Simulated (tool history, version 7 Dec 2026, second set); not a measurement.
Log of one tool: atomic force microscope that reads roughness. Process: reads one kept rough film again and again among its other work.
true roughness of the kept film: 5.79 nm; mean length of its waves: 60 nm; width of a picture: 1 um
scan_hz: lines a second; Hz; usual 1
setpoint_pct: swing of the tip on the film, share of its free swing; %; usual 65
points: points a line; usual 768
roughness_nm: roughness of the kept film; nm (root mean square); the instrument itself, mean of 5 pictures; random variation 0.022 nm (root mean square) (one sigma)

Run 1, day 0: usual settings. Result: roughness_nm 5.363 nm (root mean square).
Run 2, day 0.575: usual settings. Result: roughness_nm 5.392 nm (root mean square).
Run 3, day 1.529: usual settings. Result: roughness_nm 5.388 nm (root mean square).
Run 4, day 2.421: usual settings. Result: roughness_nm 5.357 nm (root mean square).
At day 2.846: new tip fitted.
Run 5, day 2.929: usual settings but points 379. Result: roughness_nm 5.419 nm (root mean square).
Run 6, day 3.708: usual settings but points 379. Result: roughness_nm 5.409 nm (root mean square).
Run 7, day 4.525: usual settings but points 975. Result: roughness_nm 5.399 nm (root mean square).
Run 8, day 5.083: usual settings but setpoint_pct 89 %. Result: roughness_nm 4.991 nm (root mean square).
Run 9, day 5.829: usual settings but points 713. Result: roughness_nm 5.4 nm (root mean square).
Run 10, day 6.388: usual settings but points 713. Result: roughness_nm 5.415 nm (root mean square).
Run 11, day 6.9: usual settings but setpoint_pct 82 %, points 713. Result: roughness_nm 5.126 nm (root mean square).
Run 12, day 7.321: usual settings but setpoint_pct 82 %, points 713. Result: roughness_nm 5.134 nm (root mean square).
Run 13, day 8.042: usual settings but scan_hz 1.94 Hz, points 616. Result: roughness_nm 5.224 nm (root mean square).
At day 8.729: new tip fitted.
Run 14, day 8.929: usual settings but scan_hz 0.54 Hz, setpoint_pct 59 %, points 347. Result: roughness_nm 5.519 nm (root mean square).
Run 15, day 9.425: usual settings but scan_hz 0.54 Hz, setpoint_pct 59 %, points 347. Result: roughness_nm 5.52 nm (root mean square).
Run 16, day 9.921: usual settings but scan_hz 0.54 Hz, setpoint_pct 59 %, points 347. Result: roughness_nm 5.495 nm (root mean square).
Run 17, day 10.829: usual settings but scan_hz 1.5 Hz, setpoint_pct 61 %, points 953. Result: roughness_nm 5.365 nm (root mean square).

Forecast run 18:
Run 18, day 11.6: usual settings but scan_hz 1.7 Hz, points 550. Result: roughness_nm ?.

{"run 18": {"roughness_nm": 5.253}}
Without the tool's hidden state the same run would have given roughness_nm 5.264 nm (root mean square).

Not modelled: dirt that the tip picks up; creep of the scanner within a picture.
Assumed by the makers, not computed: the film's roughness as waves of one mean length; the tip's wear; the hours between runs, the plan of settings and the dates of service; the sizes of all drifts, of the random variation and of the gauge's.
